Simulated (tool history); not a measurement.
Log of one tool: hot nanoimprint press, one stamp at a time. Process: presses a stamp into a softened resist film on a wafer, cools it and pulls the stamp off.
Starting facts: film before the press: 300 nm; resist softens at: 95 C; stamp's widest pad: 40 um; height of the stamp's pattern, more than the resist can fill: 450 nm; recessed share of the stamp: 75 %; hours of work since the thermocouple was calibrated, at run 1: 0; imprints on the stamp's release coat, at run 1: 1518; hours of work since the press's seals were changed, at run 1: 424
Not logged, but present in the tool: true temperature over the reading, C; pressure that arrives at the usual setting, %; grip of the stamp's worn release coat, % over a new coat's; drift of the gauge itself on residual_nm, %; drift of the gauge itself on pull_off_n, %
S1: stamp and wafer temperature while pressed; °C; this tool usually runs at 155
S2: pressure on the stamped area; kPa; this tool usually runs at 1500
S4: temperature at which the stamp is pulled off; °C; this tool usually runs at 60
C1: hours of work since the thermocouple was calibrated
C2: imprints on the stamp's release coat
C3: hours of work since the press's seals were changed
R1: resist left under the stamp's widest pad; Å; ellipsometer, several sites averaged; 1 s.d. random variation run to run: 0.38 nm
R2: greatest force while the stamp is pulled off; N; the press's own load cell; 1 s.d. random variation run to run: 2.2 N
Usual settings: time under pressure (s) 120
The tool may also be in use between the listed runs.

{"run": 1, "day": 0.0, "S1": 155, "S2": 1500, "time under pressure (s)": 120, "S4": 60, "C1": 0, "C2": 1518, "C3": 424, "R1": 1092, "R2": 96}
{"run": 2, "day": 2.958, "S1": 155, "S2": 1500, "time under pressure (s)": 120, "S4": 60, "C1": 36, "C2": 1730, "C3": 460, "R1": 1099, "R2": 102}
{"run": 3, "day": 4.921, "S1": 155, "S2": 1500, "time under pressure (s)": 120, "S4": 60, "C1": 60, "C2": 1871, "C3": 484, "R1": 1095, "R2": 101}
{"run": 4, "day": 6.8, "S1": 155, "S2": 1500, "time under pressure (s)": 120, "S4": 48, "C1": 83, "C2": 2006, "C3": 507, "R1": 1096, "R2": 126}
{"day": 9.462, "done": "stamp cleaned and given a new release coat"}
{"run": 5, "day": 9.629, "S1": 155, "S2": 1500, "time under pressure (s)": 120, "S4": 48, "C1": 114, "C2": 12, "C3": 538, "R1": 1099, "R2": 125}
{"run": 6, "day": 12.738, "S1": 155, "S2": 1500, "time under pressure (s)": 120, "S4": 48, "C1": 152, "C2": 236, "C3": 576, "R1": 1093, "R2": 123}
{"run": 7, "day": 14.462, "S1": 155, "S2": 1500, "time under pressure (s)": 120, "S4": 48, "C1": 173, "C2": 360, "C3": 597, "R1": 1097, "R2": 122}
{"run": 8, "day": 16.925, "S1": 155, "S2": 1500, "time under pressure (s)": 120, "S4": 48, "C1": 203, "C2": 536, "C3": 627, "R1": 1100, "R2": 128}
{"run": 9, "day": 18.7, "S1": 155, "S2": 1500, "time under pressure (s)": 120, "S4": 48, "C1": 224, "C2": 664, "C3": 649, "R1": 1094, "R2": 122}
{"run": 10, "day": 20.508, "S1": 155, "S2": 1500, "time under pressure (s)": 120, "S4": 48, "C1": 246, "C2": 794, "C3": 670, "R1": 1098, "R2": 127}
{"run": 11, "day": 23.038, "S1": 155, "S2": 1500, "time under pressure (s)": 72, "S4": 60, "C1": 277, "C2": 975, "C3": 701, "R1": 1304, "R2": 103}
{"day": 23.425, "done": "plate thermocouple calibrated"}
{"run": 12, "day": 25.946, "S1": 155, "S2": 2260, "time under pressure (s)": 120, "S4": 60, "C1": 31, "C2": 1175, "C3": 735, "R1": 866, "R2": 101}
{"run": 13, "day": 27.338, "S1": 156, "S2": 1500, "time under pressure (s)": 120, "S4": 60, "C1": 48, "C2": 1275, "C3": 752, "R1": 1039, "R2": 101}
{"run": 14, "day": 30.571, "S1": 156, "S2": 1500, "time under pressure (s)": 120, "S4": 60, "C1": 87, "C2": 1507, "C3": 791, "R1": 1043, "R2": 101}
{"run": 15, "day": 32.196, "S1": 156, "S2": 1500, "time under pressure (s)": 120, "S4": 60, "C1": 107, "C2": 1624, "C3": 811, "R1": 1037, "R2": 101}
{"run": 16, "day": 34.933, "S1": 155, "S2": 1500, "time under pressure (s)": 120, "S4": 47, "C1": 140, "C2": 1821, "C3": 844, "R1": 1093, "R2": 128}
{"run": 17, "day": 36.354, "S1": 153, "S2": 1950, "time under pressure (s)": 120, "S4": 53, "C1": 157, "C2": 1923, "C3": 861, "R1": 1057, "R2": 117}
{"run": 18, "day": 38.275, "S1": 152, "S2": 1310, "time under pressure (s)": 120, "S4": 60, "C1": 180, "C2": 2061, "C3": 885, "R1": 1376, "R2": 102}
{"day": 40.167, "done": "stamp cleaned and given a new release coat"}
{"run": 19, "day": 40.525, "S1": 152, "S2": 1310, "time under pressure (s)": 120, "S4": 60, "C1": 205, "C2": 26, "C3": 909, "R1": 1381, "R2": 97}
{"run": 20, "day": 43.396, "S1": 152, "S2": 1310, "time under pressure (s)": 120, "S4": 60, "C1": 240, "C2": 233, "C3": 944, "R1": 1381, "R2": 101}
{"day": 46.475, "done": "press's hydraulic seals changed and the load cell set to zero"}
{"day": 47.171, "done": "plate thermocouple calibrated"}
{"run": 21, "day": 47.2, "S1": 143, "S2": 910, "time under pressure (s)": 134, "S4": 54, "C1": 0, "C2": 473, "C3": 7, "R1": 2322, "R2": 112}
{"run": 22, "day": 49.038, "S1": 143, "S2": 2370, "time under pressure (s)": 134, "S4": 54, "C1": 23, "C2": 605, "C3": 30, "R1": 1591, "R2": 115}
{"run": 23, "day": 51.325, "S1": 143, "S2": 2370, "time under pressure (s)": 134, "S4": 54, "C1": 50, "C2": 769, "C3": 57, "R1": 1593, "R2": 111}

What will run 24 give?
{"run": 24, "day": 54.338, "S1": 159, "S2": 2080, "time under pressure (s)": 120, "S4": 60, "C1": 87, "C2": 985, "C3": 94, "R1": "?", "R2": "?"}

Run 24 gave R1 734 Å, R2 98 N.
Minus the tool's unlogged condition, the same run would have read R1 734 Å, R2 97 N.
